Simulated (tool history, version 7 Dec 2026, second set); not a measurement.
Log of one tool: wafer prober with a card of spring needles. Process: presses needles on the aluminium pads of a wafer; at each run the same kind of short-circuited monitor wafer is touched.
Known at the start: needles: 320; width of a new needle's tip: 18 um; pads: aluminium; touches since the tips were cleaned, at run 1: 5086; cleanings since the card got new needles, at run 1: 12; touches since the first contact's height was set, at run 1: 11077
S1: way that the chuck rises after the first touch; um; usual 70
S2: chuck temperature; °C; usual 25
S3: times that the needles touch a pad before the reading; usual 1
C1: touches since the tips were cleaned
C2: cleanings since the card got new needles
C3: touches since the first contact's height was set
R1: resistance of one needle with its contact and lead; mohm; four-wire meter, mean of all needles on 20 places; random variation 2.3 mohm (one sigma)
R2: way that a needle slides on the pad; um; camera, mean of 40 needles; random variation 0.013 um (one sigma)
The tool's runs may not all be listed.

{"run": 1, "hour": 0.0, "S1": 70, "S2": 25, "S3": 1, "C1": 5086, "C2": 12, "C3": 11077, "R1": 299, "R2": 9.96}
{"hour": 4.5, "done": "tips cleaned on abrasive film"}
{"hour": 22.8, "done": "tips cleaned on abrasive film"}
{"run": 2, "hour": 31.6, "S1": 70, "S2": 37, "S3": 1, "C1": 3118, "C2": 14, "C3": 22121, "R1": 300, "R2": 9.94}
{"hour": 41.5, "done": "tips cleaned on abrasive film"}
{"run": 3, "hour": 55.6, "S1": 70, "S2": 25, "S3": 1, "C1": 4948, "C2": 15, "C3": 30519, "R1": 305, "R2": 9.93}
{"hour": 60.9, "done": "tips cleaned on abrasive film"}
{"hour": 80.2, "done": "tips cleaned on abrasive film"}
{"run": 4, "hour": 87.8, "S1": 70, "S2": 25, "S3": 1, "C1": 2658, "C2": 17, "C3": 41762, "R1": 289, "R2": 9.92}
{"hour": 97.6, "done": "tips cleaned on abrasive film"}
{"run": 5, "hour": 108.3, "S1": 85, "S2": 25, "S3": 1, "C1": 3743, "C2": 18, "C3": 48919, "R1": 283, "R2": 12.03}
{"hour": 115.4, "done": "tips cleaned on abrasive film"}
{"run": 6, "hour": 128.2, "S1": 70, "S2": 25, "S3": 1, "C1": 4488, "C2": 19, "C3": 55883, "R1": 304, "R2": 9.91}
{"hour": 133.6, "done": "tips cleaned on abrasive film"}
{"hour": 152.2, "done": "tips cleaned on abrasive film"}
{"run": 7, "hour": 154.9, "S1": 61, "S2": 49, "S3": 2, "C1": 940, "C2": 21, "C3": 65196, "R1": 278, "R2": 8.6}
{"hour": 169.4, "done": "tips cleaned on abrasive film"}
{"run": 8, "hour": 178.1, "S1": 71, "S2": 34, "S3": 2, "C1": 3050, "C2": 22, "C3": 73312, "R1": 286, "R2": 10.03}
{"hour": 186.9, "done": "tips cleaned on abrasive film"}
{"hour": 190.0, "done": "height of the first contact set anew"}
{"run": 9, "hour": 198.4, "S1": 71, "S2": 34, "S3": 2, "C1": 3938, "C2": 23, "C3": 2942, "R1": 283, "R2": 10.11}
{"hour": 207.3, "done": "tips cleaned on abrasive film"}
{"hour": 224.6, "done": "tips cleaned on abrasive film"}
{"run": 10, "hour": 227.3, "S1": 62, "S2": 32, "S3": 1, "C1": 941, "C2": 25, "C3": 13023, "R1": 287, "R2": 8.81}
{"hour": 243.9, "done": "tips cleaned on abrasive film"}
{"run": 11, "hour": 249.0, "S1": 62, "S2": 32, "S3": 1, "C1": 1802, "C2": 26, "C3": 20629, "R1": 299, "R2": 8.8}

Hidden state at the last listed run before each entry between runs and at the first one after, where it differs:
Between runs 1 and 2: tips cleaned on abrasive film (hour 4.5); tips cleaned on abrasive film (hour 22.8)
  debris on the tips, nm: 83.3 -> 70.8; way that the needles fall short of the set height, um: 0.08 -> 0.2; tips' diameter, um: 18.31 -> 18.35
  measured less the result without the state, R1: +44 -> +38 mohm; R2: -0.01 -> -0.03 um
Between runs 2 and 3: tips cleaned on abrasive film (hour 41.5)
  debris on the tips, nm: 70.8 -> 84.2; way that the needles fall short of the set height, um: 0.2 -> 0.27; tips' diameter, um: 18.35 -> 18.38
  measured less the result without the state, R1: +38 -> +46 mohm; R2: -0.03 -> -0.04 um
Between runs 3 and 4: tips cleaned on abrasive film (hour 60.9); tips cleaned on abrasive film (hour 80.2)
  debris on the tips, nm: 84.2 -> 68.9; way that the needles fall short of the set height, um: 0.27 -> 0.37; tips' diameter, um: 18.38 -> 18.41
  measured less the result without the state, R1: +46 -> +37 mohm; R2: -0.04 -> -0.05 um
Between runs 4 and 5: tips cleaned on abrasive film (hour 97.6)
  debris on the tips, nm: 68.9 -> 80.3; way that the needles fall short of the set height, um: 0.37 -> 0.42; tips' diameter, um: 18.41 -> 18.43
  measured less the result without the state, R1: +37 -> +31 mohm; R2: -0.05 -> -0.06 um
Between runs 5 and 6: tips cleaned on abrasive film (hour 115.4)
  debris on the tips, nm: 80.3 -> 81.5; way that the needles fall short of the set height, um: 0.42 -> 0.5; tips' diameter, um: 18.43 -> 18.46
  measured less the result without the state, R1: +31 -> +45 mohm; R2: -0.06 -> -0.07 um
Between runs 6 and 7: tips cleaned on abrasive film (hour 133.6); tips cleaned on abrasive film (hour 152.2)
  debris on the tips, nm: 81.5 -> 42.2; way that the needles fall short of the set height, um: 0.5 -> 0.64; tips' diameter, um: 18.46 -> 18.51
  measured less the result without the state, R1: +45 -> +17 mohm; R2: -0.07 -> -0.10 um
Between runs 7 and 8: tips cleaned on abrasive film (hour 169.4)
  debris on the tips, nm: 42.2 -> 74.9; way that the needles fall short of the set height, um: 0.64 -> 0.7; tips' diameter, um: 18.51 -> 18.53
  measured less the result without the state, R1: +17 -> +24 mohm; R2: -0.10 -> -0.10 um
Between runs 8 and 9: tips cleaned on abrasive film (hour 186.9); height of the first contact set anew (hour 190.0)
  debris on the tips, nm: 74.9 -> 80.4; way that the needles fall short of the set height, um: 0.7 -> 0; tips' diameter, um: 18.53 -> 18.55
  measured less the result without the state, R1: +24 -> +26 mohm; R2: -0.10 -> +0.00 um
Between runs 9 and 10: tips cleaned on abrasive film (hour 207.3); tips cleaned on abrasive film (hour 224.6)
  debris on the tips, nm: 80.4 -> 41.7; way that the needles fall short of the set height, um: 0 -> 0.11; tips' diameter, um: 18.55 -> 18.59
  measured less the result without the state, R1: +26 -> +28 mohm; R2: +0.00 -> -0.02 um
Between runs 10 and 11: tips cleaned on abrasive film (hour 243.9)
  debris on the tips, nm: 41.7 -> 63.4; way that the needles fall short of the set height, um: 0.11 -> 0.17; tips' diameter, um: 18.59 -> 18.61
  measured less the result without the state, R1: +28 -> +42 mohm; R2: -0.02 -> -0.03 um

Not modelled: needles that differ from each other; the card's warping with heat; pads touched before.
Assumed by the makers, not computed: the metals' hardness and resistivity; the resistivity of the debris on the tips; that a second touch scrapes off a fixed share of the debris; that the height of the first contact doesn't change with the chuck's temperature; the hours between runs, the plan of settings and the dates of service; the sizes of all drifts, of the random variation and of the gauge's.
